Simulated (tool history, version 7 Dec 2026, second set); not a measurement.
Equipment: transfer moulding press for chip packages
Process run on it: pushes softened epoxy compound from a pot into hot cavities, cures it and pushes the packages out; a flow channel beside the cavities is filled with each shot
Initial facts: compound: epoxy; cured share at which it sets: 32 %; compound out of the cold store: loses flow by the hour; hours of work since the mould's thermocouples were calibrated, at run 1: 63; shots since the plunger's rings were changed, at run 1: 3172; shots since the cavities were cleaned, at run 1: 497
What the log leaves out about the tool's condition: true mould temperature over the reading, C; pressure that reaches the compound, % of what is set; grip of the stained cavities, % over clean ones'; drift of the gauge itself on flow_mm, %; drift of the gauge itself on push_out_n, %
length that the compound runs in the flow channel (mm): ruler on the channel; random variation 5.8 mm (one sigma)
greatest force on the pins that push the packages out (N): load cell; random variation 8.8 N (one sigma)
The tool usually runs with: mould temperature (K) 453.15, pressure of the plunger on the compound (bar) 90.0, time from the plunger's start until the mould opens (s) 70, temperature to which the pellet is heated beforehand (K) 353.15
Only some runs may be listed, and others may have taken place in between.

run	day	mould temperature (K)	pressure of the plunger on the compound (bar)	time from the plunger's start until the mould opens (s)	temperature to which the pellet is heated beforehand (K)	hours of work since the mould's thermocouples were calibrated	shots since the plunger's rings were changed	shots since the cavities were cleaned	incoming compound's hours out of the cold store	length that the compound runs in the flow channel (mm)	greatest force on the pins that push the packages out (N)
1	0.000	453.15	90.0	70	353.15	63	3172	497	24.6	629	639
2	1.038	453.15	90.0	70	353.15	77	3476	801	44.1	595	676
# day 1.325: cavities cleaned with cleaning compound and waxed
3	2.092	453.15	90.0	70	353.15	90	3768	226	24.7	629	875
4	3.154	453.15	90.0	70	353.15	104	4079	537	24.6	632	847
# day 3.592: cavities cleaned with cleaning compound and waxed, once more
5	3.688	458.15	90.0	70	353.15	111	4218	29	31.6	593	358
# day 4.229: plunger's sealing rings changed
6	4.575	453.15	90.0	70	353.15	121	101	258	8.6	684	535
7	5.671	452.15	90.0	70	353.15	136	423	580	46.3	630	677
# day 6.692: cavities cleaned with cleaning compound and waxed
8	6.762	452.15	90.0	70	353.15	150	724	20	14.5	681	470
9	7.900	452.15	90.0	70	353.15	165	1059	355	30.4	659	604
10	8.579	452.15	90.0	70	353.15	174	1258	554	23.0	655	713
11	9.608	452.15	90.0	70	353.15	188	1559	855	11.3	675	747
# day 9.717: cavities cleaned with cleaning compound and waxed
12	10.362	452.15	90.0	70	353.15	197	1763	190	34.5	633	519
13	11.271	452.15	90.0	70	362.15	209	2029	456	29.8	625	644
14	12.350	446.15	75.0	80	354.15	224	2346	773	25.7	606	819
# day 12.762: cavities cleaned with cleaning compound and waxed
15	13.321	452.15	71.0	77	363.15	236	2612	164	13.7	588	449
16	13.892	452.15	107.6	77	347.15	244	2780	332	23.3	703	559
17	14.804	452.15	107.6	98	346.15	256	3048	600	36.6	660	561
18	15.588	455.15	107.6	75	346.15	266	3277	829	10.4	711	647
# day 15.804: cavities cleaned with cleaning compound and waxed
19	16.671	455.15	107.6	75	346.15	280	3577	254	39.4	653	483
20	17.583	453.15	90.0	81	356.15	292	3844	521	19.6	633	564
21	18.462	453.15	90.0	81	356.15	304	4102	779	20.9	622	609
# day 18.838: cavities cleaned with cleaning compound and waxed
22	19.229	460.15	90.0	70	353.15	314	4309	115	45.1	565	393
# day 19.475: plunger's sealing rings changed
23	19.796	454.15	108.8	70	353.15	320	94	251	40.9	688	548

Hidden state or all else? Some run-to-run changes of length that the compound runs in the flow channel (mm), split into what the settings, what came in and random variation would give without the hidden state, and what is left for the hidden state (with any gauge scatter that isn't in both results):
Run 5 -> 6: mould temperature (K) 458.15 -> 453.15, plunger's sealing rings changed. length that the compound runs in the flow channel (mm) +91: hidden state +42, all else +49.
Run 15 -> 16: pressure of the plunger on the compound (bar) 71.0 -> 107.6, temperature to which the pellet is heated beforehand (K) 363.15 -> 347.15. length that the compound runs in the flow channel (mm) +115: hidden state -7, all else +122.
Run 22 -> 23: mould temperature (K) 460.15 -> 454.15, pressure of the plunger on the compound (bar) 90.0 -> 108.8, plunger's sealing rings changed. length that the compound runs in the flow channel (mm) +123: hidden state +43, all else +80.

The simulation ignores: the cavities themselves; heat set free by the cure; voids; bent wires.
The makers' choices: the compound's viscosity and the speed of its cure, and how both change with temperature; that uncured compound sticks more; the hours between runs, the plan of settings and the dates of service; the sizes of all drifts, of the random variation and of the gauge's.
